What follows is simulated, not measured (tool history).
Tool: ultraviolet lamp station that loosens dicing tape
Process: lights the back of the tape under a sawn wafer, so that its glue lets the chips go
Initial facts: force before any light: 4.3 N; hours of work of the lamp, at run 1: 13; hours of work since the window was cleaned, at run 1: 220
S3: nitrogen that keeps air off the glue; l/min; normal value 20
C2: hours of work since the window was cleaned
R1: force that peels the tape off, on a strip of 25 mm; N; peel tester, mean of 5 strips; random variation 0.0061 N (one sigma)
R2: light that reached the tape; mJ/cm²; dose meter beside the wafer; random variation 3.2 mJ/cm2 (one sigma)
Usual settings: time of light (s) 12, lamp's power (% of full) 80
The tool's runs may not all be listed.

Run 1, day 0.000: usual settings; hours of work of the lamp 13; C2 220. Result: R1 0.185 N, R2 471 mJ/cm².
Run 2, day 0.846: usual settings; hours of work of the lamp 28; C2 236. Result: R1 0.196 N, R2 467 mJ/cm².
Run 3, day 2.612: usual settings but S3 7 l/min; hours of work of the lamp 61; C2 268. Result: R1 0.362 N, R2 466 mJ/cm².
Run 4, day 4.112: usual settings but S3 7 l/min; hours of work of the lamp 89; C2 296. Result: R1 0.374 N, R2 464 mJ/cm².
Run 5, day 5.725: usual settings but S3 7 l/min; hours of work of the lamp 118; C2 326. Result: R1 0.387 N, R2 453 mJ/cm².
Run 6, day 7.533: usual settings but lamp's power (% of full) 84; hours of work of the lamp 152; C2 359. Result: R1 0.177 N, R2 471 mJ/cm².
Run 7, day 8.400: usual settings but lamp's power (% of full) 84, S3 11 l/min; hours of work of the lamp 168; C2 375. Result: R1 0.249 N, R2 473 mJ/cm².
Run 8, day 10.204: usual settings but lamp's power (% of full) 84, S3 11 l/min; hours of work of the lamp 201; C2 408. Result: R1 0.274 N, R2 462 mJ/cm².
Run 9, day 12.283: usual settings; hours of work of the lamp 239; C2 447. Result: R1 0.212 N, R2 434 mJ/cm².
Run 10, day 13.925: usual settings; hours of work of the lamp 270; C2 477. Result: R1 0.210 N, R2 431 mJ/cm².
Run 11, day 15.100: usual settings; hours of work of the lamp 291; C2 499. Result: R1 0.212 N, R2 422 mJ/cm².
Run 12, day 16.662: usual settings but time of light (s) 10; hours of work of the lamp 320; C2 527. Result: R1 0.294 N, R2 354 mJ/cm².
Run 13, day 18.312: usual settings but time of light (s) 10, lamp's power (% of full) 85; hours of work of the lamp 351; C2 558. Result: R1 0.282 N, R2 375 mJ/cm².
Run 14, day 19.400: usual settings but time of light (s) 10, lamp's power (% of full) 85; hours of work of the lamp 371; C2 578. Result: R1 0.267 N, R2 373 mJ/cm².
At day 19.529: window cleaned of glue's vapour.
Run 15, day 20.862: usual settings but time of light (s) 10, lamp's power (% of full) 85; hours of work of the lamp 397; C2 25. Result: R1 0.299 N, R2 354 mJ/cm².
Run 16, day 22.429: usual settings but time of light (s) 10, lamp's power (% of full) 85; hours of work of the lamp 426; C2 54. Result: R1 0.304 N, R2 353 mJ/cm².
Run 17, day 23.908: usual settings but time of light (s) 9, lamp's power (% of full) 85; hours of work of the lamp 453; C2 81. Result: R1 0.388 N, R2 314 mJ/cm².
Run 18, day 24.779: usual settings but time of light (s) 9, lamp's power (% of full) 85; hours of work of the lamp 470; C2 97. Result: R1 0.383 N, R2 314 mJ/cm².
Run 19, day 26.475: usual settings but time of light (s) 9, lamp's power (% of full) 85; hours of work of the lamp 501; C2 128. Result: R1 0.387 N, R2 313 mJ/cm².
At day 26.612: window cleaned of glue's vapour, once more.
Run 20, day 27.400: usual settings; hours of work of the lamp 517; C2 14. Result: R1 0.209 N, R2 443 mJ/cm².
Run 21, day 28.917: usual settings but S3 9 l/min; hours of work of the lamp 545; C2 42. Result: R1 0.347 N, R2 435 mJ/cm².
Run 22, day 30.792: usual settings but S3 9 l/min; hours of work of the lamp 580; C2 77. Result: R1 0.352 N, R2 436 mJ/cm².
Run 23, day 32.088: usual settings but time of light (s) 20, lamp's power (% of full) 86; hours of work of the lamp 604; C2 101. Result: R1 0.123 N, R2 772 mJ/cm².

The next listed run, before its measurement:
Run 24, day 33.267: usual settings but lamp's power (% of full) 70; hours of work of the lamp 626; C2 123. Result: R1 ?, R2 ?.

Run 24 yielded R1 0.291 N, R2 372 mJ/cm².
With the hidden condition absent and the run-to-run variation left alone, this run would have shown R1 0.226 N, R2 428 mJ/cm².
